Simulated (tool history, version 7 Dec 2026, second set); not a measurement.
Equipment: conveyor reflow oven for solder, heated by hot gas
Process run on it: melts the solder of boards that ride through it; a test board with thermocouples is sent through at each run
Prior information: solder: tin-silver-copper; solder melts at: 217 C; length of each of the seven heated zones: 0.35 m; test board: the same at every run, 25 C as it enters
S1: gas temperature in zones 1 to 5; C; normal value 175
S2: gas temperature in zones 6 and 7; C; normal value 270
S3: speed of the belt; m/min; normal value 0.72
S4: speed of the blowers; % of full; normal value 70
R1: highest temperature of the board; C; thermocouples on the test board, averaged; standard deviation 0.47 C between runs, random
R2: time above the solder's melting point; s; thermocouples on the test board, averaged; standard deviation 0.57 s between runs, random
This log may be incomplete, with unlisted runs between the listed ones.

Run 1, hour 0: usual settings. Result: R1 250.9 C, R2 43.4 s.
Run 2, hour 26: usual settings but S3 0.729 m/min. Result: R1 250.9 C, R2 41.6 s.
Run 3, hour 55.6: usual settings. Result: R1 250.9 C, R2 43.1 s.
Run 4, hour 95.5: usual settings. Result: R1 250.9 C, R2 43.3 s.
At hour 108.1: belt drive overhauled, speed set with a stopwatch.
At hour 138.3: flux residue cleaned out of gas plates and filters.
Run 5, hour 151.4: usual settings but S3 0.59 m/min. Result: R1 257.7 C, R2 58 s.
Run 6, hour 207.1: usual settings but S3 0.59 m/min. Result: R1 257.7 C, R2 58.3 s.
Run 7, hour 257.5: usual settings but S3 0.59 m/min. Result: R1 257.2 C, R2 57.5 s.
Run 8, hour 309.1: usual settings but S3 0.59 m/min. Result: R1 257.1 C, R2 58.9 s.
Run 9, hour 360: usual settings but S3 0.59 m/min. Result: R1 257.3 C, R2 57.1 s.
Run 10, hour 410.9: usual settings but S3 0.59 m/min. Result: R1 256.3 C, R2 58 s.
Run 11, hour 441.8: usual settings but S3 0.59 m/min. Result: R1 256.9 C, R2 57.1 s.
Run 12, hour 495.9: usual settings but S3 0.59 m/min. Result: R1 256.3 C, R2 56.2 s.
Run 13, hour 538.4: usual settings but S3 0.59 m/min. Result: R1 256.3 C, R2 57.7 s.
Run 14, hour 581.6: usual settings but S3 0.59 m/min. Result: R1 256.3 C, R2 57.4 s.
Run 15, hour 631.5: usual settings but S3 0.59 m/min. Result: R1 255 C, R2 56.9 s.
Run 16, hour 661.9: usual settings but S3 0.59 m/min. Result: R1 256 C, R2 57 s.
Run 17, hour 715.2: usual settings but S2 263 C. Result: R1 242.8 C, R2 38.2 s.
Run 18, hour 771.3: usual settings but S3 0.63 m/min, S4 59 % of full. Result: R1 251.5 C, R2 49.2 s.
At hour 820.9: flux residue cleaned out of gas plates and filters.
Run 19, hour 825.3: usual settings but S1 174 C, S2 266 C. Result: R1 247.9 C, R2 41.4 s.
Run 20, hour 879.5: usual settings but S1 174 C, S2 266 C. Result: R1 248.1 C, R2 41.5 s.
Run 21, hour 918.2: usual settings but S1 174 C, S2 266 C. Result: R1 247 C, R2 40.1 s.
Run 22, hour 963.1: usual settings but S1 174 C, S2 266 C. Result: R1 246.9 C, R2 41.8 s.
Run 23, hour 1018.4: usual settings but S2 281 C, S3 0.656 m/min. Result: R1 262.5 C, R2 54.9 s.
Run 24, hour 1065.5: usual settings but S1 166 C, S2 262 C, S3 0.696 m/min, S4 77 % of full. Result: R1 244.5 C, R2 39 s.
Run 25, hour 1122.9: usual settings but S1 169 C, S4 59 % of full. Result: R1 246.6 C, R2 39 s.
Run 26, hour 1163.1: usual settings but S1 169 C, S4 59 % of full. Result: R1 247 C, R2 39 s.
Run 27, hour 1205.9: usual settings but S2 269 C, S4 63 % of full. Result: R1 247.4 C, R2 40.2 s.
Run 28, hour 1234.4: usual settings but S2 269 C, S4 63 % of full. Result: R1 247.3 C, R2 41.1 s.
Run 29, hour 1277.8: usual settings but S2 269 C, S4 63 % of full. Result: R1 246.6 C, R2 41.1 s.
Run 30, hour 1326.1: usual settings but S1 165 C, S3 0.818 m/min. Result: R1 242.5 C, R2 29.4 s.

Branching from run 30: 5 alternative next runs. What would each branch give?
Run A, hour 1378.6: usual settings but S1 165 C, S2 268 C, S3 0.841 m/min. Result: R1 ?, R2 ?.
Run B, hour 1378.6: usual settings but S3 0.683 m/min. Result: R1 ?, R2 ?.
Run C, hour 1378.6: usual settings but S1 183 C, S2 274 C, S3 0.818 m/min. Result: R1 ?, R2 ?.
Run D, hour 1378.6: usual settings but S1 165 C, S3 0.727 m/min, S4 72 % of full. Result: R1 ?, R2 ?.
Run E, hour 1378.6: usual settings but S1 170 C, S3 0.746 m/min, S4 68 % of full. Result: R1 ?, R2 ?.

run     R1    R2
  A    239  26.1
  B  250.6  47.3
  C  249.1  38.1
  D  247.1  37.5
  E  246.5  36.6
What these runs would have given with no unlogged condition in the tool:
run     R1    R2
  A  245.6  30.5
  B  256.7  50.4
  C  255.3    41
  D  253.5  41.1
  E  252.8  40.2
